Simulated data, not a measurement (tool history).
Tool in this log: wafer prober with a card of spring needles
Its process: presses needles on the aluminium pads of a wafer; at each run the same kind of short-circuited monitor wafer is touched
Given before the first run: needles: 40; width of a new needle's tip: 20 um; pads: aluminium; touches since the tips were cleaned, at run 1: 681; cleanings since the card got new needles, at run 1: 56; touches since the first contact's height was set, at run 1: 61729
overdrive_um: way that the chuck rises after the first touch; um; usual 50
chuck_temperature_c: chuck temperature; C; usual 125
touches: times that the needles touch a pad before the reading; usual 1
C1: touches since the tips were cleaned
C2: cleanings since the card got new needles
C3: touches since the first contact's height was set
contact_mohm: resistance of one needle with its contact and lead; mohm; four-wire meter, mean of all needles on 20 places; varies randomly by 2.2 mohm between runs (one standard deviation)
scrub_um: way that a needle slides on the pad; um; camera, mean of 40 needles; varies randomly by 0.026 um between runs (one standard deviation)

run 1 hour=0.0 | overdrive_um=50 chuck_temperature_c=125 touches=1 | C1=681 C2=56 C3=61729 | contact_mohm=240 scrub_um=11.06
-- hour=4.5 height of the first contact set anew
-- hour=18.0 tips cleaned on abrasive film
-- hour=39.1 tips cleaned on abrasive film
run 2 hour=45.5 | overdrive_um=50 chuck_temperature_c=125 touches=1 | C1=2054 C2=58 C3=13078 | contact_mohm=242 scrub_um=11.02
-- hour=62.5 tips cleaned on abrasive film
run 3 hour=64.3 | overdrive_um=50 chuck_temperature_c=125 touches=1 | C1=565 C2=59 C3=19047 | contact_mohm=239 scrub_um=11.00
-- hour=82.6 tips cleaned on abrasive film
run 4 hour=88.1 | overdrive_um=50 chuck_temperature_c=125 touches=1 | C1=1774 C2=60 C3=26660 | contact_mohm=244 scrub_um=11.04
-- hour=102.5 tips cleaned on abrasive film
-- hour=122.9 tips cleaned on abrasive film
run 5 hour=125.6 | overdrive_um=50 chuck_temperature_c=125 touches=1 | C1=864 C2=62 C3=38617 | contact_mohm=242 scrub_um=11.07
-- hour=143.7 tips cleaned on abrasive film
run 6 hour=161.7 | overdrive_um=50 chuck_temperature_c=125 touches=3 | C1=5757 C2=63 C3=50139 | contact_mohm=242 scrub_um=11.05
-- hour=164.5 tips cleaned on abrasive film
run 7 hour=182.9 | overdrive_um=50 chuck_temperature_c=125 touches=3 | C1=5885 C2=64 C3=56919 | contact_mohm=246 scrub_um=10.99
-- hour=186.2 tips cleaned on abrasive film
-- hour=202.9 height of the first contact set anew
-- hour=206.8 tips cleaned on abrasive film
run 8 hour=211.4 | overdrive_um=50 chuck_temperature_c=125 touches=3 | C1=1499 C2=66 C3=2717 | contact_mohm=239 scrub_um=11.01
-- hour=227.8 tips cleaned on abrasive film
-- hour=247.0 tips cleaned on abrasive film
run 9 hour=248.2 | overdrive_um=50 chuck_temperature_c=125 touches=3 | C1=378 C2=68 C3=14425 | contact_mohm=242 scrub_um=11.05
-- hour=267.6 tips cleaned on abrasive film
run 10 hour=271.5 | overdrive_um=50 chuck_temperature_c=125 touches=3 | C1=1270 C2=69 C3=21882 | contact_mohm=244 scrub_um=11.06
-- hour=288.6 tips cleaned on abrasive film
run 11 hour=303.6 | overdrive_um=50 chuck_temperature_c=120 touches=3 | C1=4785 C2=70 C3=32121 | contact_mohm=244 scrub_um=11.04
-- hour=309.0 tips cleaned on abrasive film
-- hour=328.7 tips cleaned on abrasive film
run 12 hour=342.7 | overdrive_um=50 chuck_temperature_c=120 touches=3 | C1=4488 C2=72 C3=44593 | contact_mohm=237 scrub_um=11.00
-- hour=350.6 tips cleaned on abrasive film
run 13 hour=365.0 | overdrive_um=50 chuck_temperature_c=125 touches=1 | C1=4600 C2=73 C3=51704 | contact_mohm=239 scrub_um=11.02
-- hour=371.8 tips cleaned on abrasive film
-- hour=392.1 tips cleaned on abrasive film
-- hour=401.1 height of the first contact set anew
run 14 hour=401.1 | overdrive_um=50 chuck_temperature_c=125 touches=1 | C1=2816 C2=75 C3=0 | contact_mohm=245 scrub_um=11.02
-- hour=412.2 tips cleaned on abrasive film
-- hour=433.3 tips cleaned on abrasive film
run 15 hour=437.0 | overdrive_um=50 chuck_temperature_c=125 touches=1 | C1=1194 C2=77 C3=11443 | contact_mohm=241 scrub_um=11.04
-- hour=455.4 tips cleaned on abrasive film
-- hour=475.5 tips cleaned on abrasive film
run 16 hour=478.5 | overdrive_um=50 chuck_temperature_c=125 touches=1 | C1=970 C2=79 C3=24675 | contact_mohm=242 scrub_um=11.05
-- hour=495.9 tips cleaned on abrasive film
run 17 hour=504.8 | overdrive_um=36 chuck_temperature_c=63 touches=1 | C1=2870 C2=80 C3=33072 | contact_mohm=231 scrub_um=7.90
-- hour=517.5 tips cleaned on abrasive film
run 18 hour=525.7 | overdrive_um=31 chuck_temperature_c=125 touches=1 | C1=2609 C2=81 C3=39725 | contact_mohm=254 scrub_um=6.81
-- hour=538.7 tips cleaned on abrasive film
run 19 hour=544.3 | overdrive_um=31 chuck_temperature_c=45 touches=2 | C1=1802 C2=82 C3=45681 | contact_mohm=229 scrub_um=6.81
-- hour=559.1 tips cleaned on abrasive film
run 20 hour=572.7 | overdrive_um=31 chuck_temperature_c=45 touches=2 | C1=4382 C2=83 C3=54746 | contact_mohm=234 scrub_um=6.84
-- hour=578.7 tips cleaned on abrasive film
run 21 hour=593.6 | overdrive_um=40 chuck_temperature_c=47 touches=1 | C1=4787 C2=84 C3=61409 | contact_mohm=226 scrub_um=8.80
-- hour=600.6 tips cleaned on abrasive film
-- hour=600.9 height of the first contact set anew
run 22 hour=614.5 | overdrive_um=59 chuck_temperature_c=96 touches=2 | C1=4360 C2=85 C3=4360 | contact_mohm=229 scrub_um=13.02
-- hour=622.6 tips cleaned on abrasive film
run 23 hour=636.6 | overdrive_um=59 chuck_temperature_c=96 touches=2 | C1=4512 C2=86 C3=11439 | contact_mohm=229 scrub_um=13.01
-- hour=643.0 tips cleaned on abrasive film
-- hour=663.6 tips cleaned on abrasive film
run 24 hour=677.5 | overdrive_um=31 chuck_temperature_c=97 touches=2 | C1=4463 C2=88 C3=24487 | contact_mohm=247 scrub_um=6.84
-- hour=683.3 tips cleaned on abrasive film
-- hour=705.4 tips cleaned on abrasive film
run 25 hour=713.0 | overdrive_um=37 chuck_temperature_c=46 touches=1 | C1=2439 C2=90 C3=35798 | contact_mohm=228 scrub_um=8.18
-- hour=725.7 tips cleaned on abrasive film
-- hour=745.4 tips cleaned on abrasive film
run 26 hour=745.4 | overdrive_um=37 chuck_temperature_c=119 touches=2 | C1=0 C2=92 C3=46117 | contact_mohm=247 scrub_um=8.20
-- hour=764.6 tips cleaned on abrasive film
run 27 hour=764.6 | overdrive_um=49 chuck_temperature_c=92 touches=1 | C1=0 C2=93 C3=52249 | contact_mohm=235 scrub_um=10.83
-- hour=784.8 tips cleaned on abrasive film
-- hour=800.9 height of the first contact set anew
run 28 hour=801.1 | overdrive_um=40 chuck_temperature_c=92 touches=2 | C1=5135 C2=94 C3=78 | contact_mohm=240 scrub_um=8.80
-- hour=804.3 tips cleaned on abrasive film
-- hour=825.1 tips cleaned on abrasive film
run 29 hour=836.5 | overdrive_um=40 chuck_temperature_c=92 touches=2 | C1=3635 C2=96 C3=11347 | contact_mohm=243 scrub_um=8.85
-- hour=845.0 tips cleaned on abrasive film
-- hour=865.8 tips cleaned on abrasive film
run 30 hour=879.9 | overdrive_um=48 chuck_temperature_c=80 touches=1 | C1=4525 C2=98 C3=25206 | contact_mohm=230 scrub_um=10.62

Below are 5 alternative next runs, each starting from the tool's condition after run 30. Predict each:
-- hour=885.6 tips cleaned on abrasive film
-- hour=907.2 tips cleaned on abrasive film
run A hour=918.9 | overdrive_um=50 chuck_temperature_c=123 touches=3 | C1=3747 C2=100 C3=37637 | contact_mohm=? scrub_um=?
-- hour=885.6 tips cleaned on abrasive film
-- hour=907.2 tips cleaned on abrasive film
run B hour=918.9 | overdrive_um=50 chuck_temperature_c=125 touches=1 | C1=3747 C2=100 C3=37637 | contact_mohm=? scrub_um=?
-- hour=885.6 tips cleaned on abrasive film
-- hour=907.2 tips cleaned on abrasive film
run C hour=918.9 | overdrive_um=50 chuck_temperature_c=66 touches=2 | C1=3747 C2=100 C3=37637 | contact_mohm=? scrub_um=?
-- hour=885.6 tips cleaned on abrasive film
-- hour=907.2 tips cleaned on abrasive film
run D hour=918.9 | overdrive_um=38 chuck_temperature_c=112 touches=2 | C1=3747 C2=100 C3=37637 | contact_mohm=? scrub_um=?
-- hour=885.6 tips cleaned on abrasive film
-- hour=907.2 tips cleaned on abrasive film
run E hour=918.9 | overdrive_um=31 chuck_temperature_c=61 touches=1 | C1=3747 C2=100 C3=37637 | contact_mohm=? scrub_um=?

run=A contact_mohm=241 scrub_um=11.03
run=B contact_mohm=242 scrub_um=11.03
run=C contact_mohm=225 scrub_um=11.03
run=D contact_mohm=244 scrub_um=8.44
run=E contact_mohm=233 scrub_um=6.87
Without the tool's unlogged condition, the same runs would have read:
run=A contact_mohm=241 scrub_um=11.03
run=B contact_mohm=242 scrub_um=11.03
run=C contact_mohm=224 scrub_um=11.04
run=D contact_mohm=244 scrub_um=8.44
run=E contact_mohm=232 scrub_um=6.87
